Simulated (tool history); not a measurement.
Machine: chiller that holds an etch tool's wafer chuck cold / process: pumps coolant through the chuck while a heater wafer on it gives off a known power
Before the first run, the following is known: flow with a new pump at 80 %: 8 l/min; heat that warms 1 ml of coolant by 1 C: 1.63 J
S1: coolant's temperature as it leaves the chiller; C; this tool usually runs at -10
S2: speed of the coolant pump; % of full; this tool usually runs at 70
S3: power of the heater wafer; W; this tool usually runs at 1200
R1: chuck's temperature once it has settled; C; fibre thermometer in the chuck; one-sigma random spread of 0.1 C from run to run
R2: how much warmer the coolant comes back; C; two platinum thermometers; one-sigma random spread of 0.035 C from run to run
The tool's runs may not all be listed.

run    hour   S1  S2    S3     R1    R2
  1       0  -10  70  1200    8.1  6.58
  2    70.3  -10  70  1200    5.7  6.64
  3   136.8  -10  62  1200    6.9  7.44
  4   193.8  -10  62  1200    6.9  7.43
  5     229  -10  62  1200    7.1  7.48
  6   294.3  -16  70  1200   -0.2  6.65
  7   341.4  -16  70  1200   -0.2  6.67
  8   405.5  -16  70  1200   -0.3  6.74
  9   472.7  -16  70  1200   -0.1   6.7
 10     510   -9  70  1200      7  6.67
 11   541.4   -9  70  1200      7  6.75
 12   572.3  -10  70  1200    6.2  6.69
 13   609.1  -10  70  1200    6.1  6.73
 14     679  -10  70   912    2.1  5.17
 15   715.2   -7  70  1200    9.3  6.75
 16   786.4  -10  70  1200    6.2  6.75
 17   819.2  -10  70  1200    6.4  6.78
 18   872.5  -15  70  1063   -0.6     6
 19   934.3  -16  70  1256    1.1  7.11
 20  1006.7  -16  82  1567    3.3  7.54
 21  1055.7  -13  84   945   -1.4  4.48
 22  1092.8   -4  86   850    6.3   3.9
 23  1134.8   -4  86   850    6.3  3.92
 24    1167   -7  75   791    3.3  4.25
 25  1206.8   -7  75   791    3.7   4.2
 26  1236.8   -7  75   791    3.6  4.24
 27  1302.8   -7  87   791    2.7  3.65
 28  1355.8  -20  99   822  -10.8  3.44
 29  1426.4  -17  82  1263     -1   6.2
 30  1492.2  -17  82  1263     -1  6.26
 31  1562.5  -16  70   852   -3.9  4.95
 32  1630.4  -16  61   852   -2.7  5.57
 33  1676.7   -1  62   852   12.1  5.51

Withheld: 1 entry from between the runs. Position of each, and hidden state at the listed run before versus the listed run after:
From run 1 to run 2: coolant changed, channels flushed (hour 12.4)
  heat passed by the chuck's channels, % of clean ones': 80.6 -> 98.8; flow at a given pump speed, % of a new pump's: 95.3 -> 95.2
  measured less the result without the state, R1: +3.3 -> +0.7 C; R2: +0.31 -> +0.32 C
